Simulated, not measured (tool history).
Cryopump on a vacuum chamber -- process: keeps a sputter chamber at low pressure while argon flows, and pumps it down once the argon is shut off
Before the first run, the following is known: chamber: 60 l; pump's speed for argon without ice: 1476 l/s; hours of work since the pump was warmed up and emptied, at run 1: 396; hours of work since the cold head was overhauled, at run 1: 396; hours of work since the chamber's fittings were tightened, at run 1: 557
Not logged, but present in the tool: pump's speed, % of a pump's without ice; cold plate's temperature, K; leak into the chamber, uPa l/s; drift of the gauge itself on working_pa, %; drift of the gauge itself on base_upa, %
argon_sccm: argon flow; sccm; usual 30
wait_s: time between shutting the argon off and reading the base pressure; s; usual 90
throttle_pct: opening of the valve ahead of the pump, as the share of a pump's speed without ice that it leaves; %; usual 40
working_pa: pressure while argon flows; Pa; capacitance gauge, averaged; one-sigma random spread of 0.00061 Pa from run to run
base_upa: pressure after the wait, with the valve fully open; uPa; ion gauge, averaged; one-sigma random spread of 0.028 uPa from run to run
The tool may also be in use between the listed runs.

| run | hour | argon_sccm | wait_s | throttle_pct | hours of work since the pump was warmed up and emptied | hours of work since the cold head was overhauled | hours of work since the chamber's fittings were tightened | working_pa | base_upa |
|---|---|---|---|---|---|---|---|---|---|
| 1 | 0 | 30 | 90 | 40 | 396 | 396 | 557 | 0.0919 | 1.52 |
| 2 | 11.7 | 30 | 90 | 40 | 407 | 407 | 568 | 0.0929 | 1.56 |
| 3 | 31 | 30 | 90 | 40 | 424 | 424 | 585 | 0.0935 | 1.51 |
| 4 | 51.4 | 30 | 237 | 40 | 442 | 442 | 603 | 0.093 | 0.86 |
| 5 | 64 | 30 | 237 | 40 | 453 | 453 | 614 | 0.0926 | 0.89 |
| 6 | 86.9 | 30 | 237 | 40 | 474 | 474 | 635 | 0.093 | 0.87 |
| 7 | 108.7 | 30 | 90 | 40 | 493 | 493 | 654 | 0.0935 | 1.57 |
| 8 | 123.1 | 30 | 90 | 31 | 506 | 506 | 667 | 0.1199 | 1.59 |
| 9 | 147.4 | 30 | 90 | 31 | 528 | 528 | 689 | 0.1195 | 1.55 |
| 10 | 162.9 | 30 | 90 | 31 | 541 | 541 | 702 | 0.1193 | 1.58 |
| 11 | 178 | 30 | 90 | 31 | 555 | 555 | 716 | 0.1197 | 1.58 |
| 12 | 203.5 | 25 | 90 | 31 | 578 | 578 | 739 | 0.1003 | 1.63 |
| 13 | 218.4 | 30 | 86 | 40 | 591 | 591 | 752 | 0.0956 | 1.67 |
| 14 | 242.2 | 25 | 90 | 40 | 612 | 612 | 773 | 0.0799 | 1.66 |
| 15 | 253.3 | 25 | 90 | 40 | 622 | 622 | 783 | 0.0797 | 1.63 |
|  | 265.2 | pump warmed up, emptied and cooled again |
| 16 | 273.6 | 30 | 90 | 25 | 8 | 636 | 797 | 0.1384 | 1.49 |

What differs in the tool's unlogged condition from the final listed run ahead of each entry between runs to the first listed run following it?
In the gap between runs 15 and 16: pump warmed up, emptied and cooled again (hour 265.2)
  pump's speed, % of a pump's without ice: 77.8 -> 99.3; leak into the chamber, uPa l/s: 606 -> 611
  what was measured, less what the result would be without the hidden state, working_pa: +0.0084 -> +0.0005 Pa; base_upa: +0.34 -> +0.21 uPa

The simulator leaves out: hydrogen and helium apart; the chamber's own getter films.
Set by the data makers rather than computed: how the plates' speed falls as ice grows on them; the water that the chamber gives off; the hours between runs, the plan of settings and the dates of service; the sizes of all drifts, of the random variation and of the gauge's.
